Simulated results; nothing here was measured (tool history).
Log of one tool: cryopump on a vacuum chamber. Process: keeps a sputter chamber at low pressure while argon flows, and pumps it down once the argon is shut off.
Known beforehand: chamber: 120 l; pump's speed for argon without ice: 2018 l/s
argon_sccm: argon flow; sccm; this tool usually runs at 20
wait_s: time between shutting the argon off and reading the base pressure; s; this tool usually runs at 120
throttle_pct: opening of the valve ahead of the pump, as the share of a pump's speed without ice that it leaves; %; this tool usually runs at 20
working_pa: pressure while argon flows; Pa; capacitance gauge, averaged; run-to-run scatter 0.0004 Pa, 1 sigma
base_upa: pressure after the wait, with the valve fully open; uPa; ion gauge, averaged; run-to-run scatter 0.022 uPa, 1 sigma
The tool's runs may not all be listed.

run	hour	argon_sccm	wait_s	throttle_pct	working_pa	base_upa
1	0.0	20	120	20	0.0847	1.81
2	31.1	10	120	20	0.0428	1.76
3	51.0	10	120	20	0.0429	1.80
4	73.3	9	120	20	0.0387	1.80
5	91.6	20	120	18	0.0953	1.76
6	113.9	20	189	18	0.0944	1.64
7	129.0	20	189	18	0.0947	1.64
8	146.4	20	189	18	0.0947	1.67
9	166.1	20	189	18	0.0947	1.63
10	184.9	20	90	18	0.0953	1.98
11	216.9	20	90	18	0.0952	2.03
12	243.5	20	90	18	0.0949	2.07
13	265.9	20	120	20	0.0854	1.96
14	302.1	20	151	20	0.0865	1.85
15	326.1	20	151	20	0.0864	1.79
16	342.3	25	151	18	0.1196	1.86
17	367.4	36	272	16	0.1927	1.60
18	390.6	36	44	31	0.1021	2.91
19	411.0	36	44	31	0.1012	2.83
20	447.8	36	44	55	0.0591	2.90
21	485.0	36	44	55	0.0596	2.99
22	507.8	20	51	20	0.0867	2.72
23	536.4	20	51	20	0.0866	2.79
24	560.3	20	33	20	0.0862	3.35
25	584.9	20	33	20	0.0865	3.53
26	601.2	15	267	22	0.0596	1.67
27	620.1	12	120	20	0.0515	2.01

Run by run, hidden condition taken away, random variation retained:
The hidden state here: pump's speed, % of a pump's without ice; cold plate's temperature, K; leak into the chamber, uPa l/s; drift of the gauge itself on working_pa, %; drift of the gauge itself on base_upa, %.
run	working_pa	base_upa
1	0.0831	0.70
2	0.0420	0.68
3	0.0420	0.68
4	0.0379	0.69
5	0.0935	0.66
6	0.0925	0.50
7	0.0929	0.51
8	0.0928	0.52
9	0.0927	0.48
10	0.0933	0.84
11	0.0931	0.85
12	0.0927	0.88
13	0.0832	0.72
14	0.0842	0.61
15	0.0841	0.57
16	0.1166	0.62
17	0.1884	0.37
18	0.0976	1.65
19	0.0967	1.58
20	0.0544	1.61
21	0.0547	1.65
22	0.0840	1.42
23	0.0838	1.46
24	0.0833	2.06
25	0.0835	2.15
26	0.0573	0.38
27	0.0497	0.67
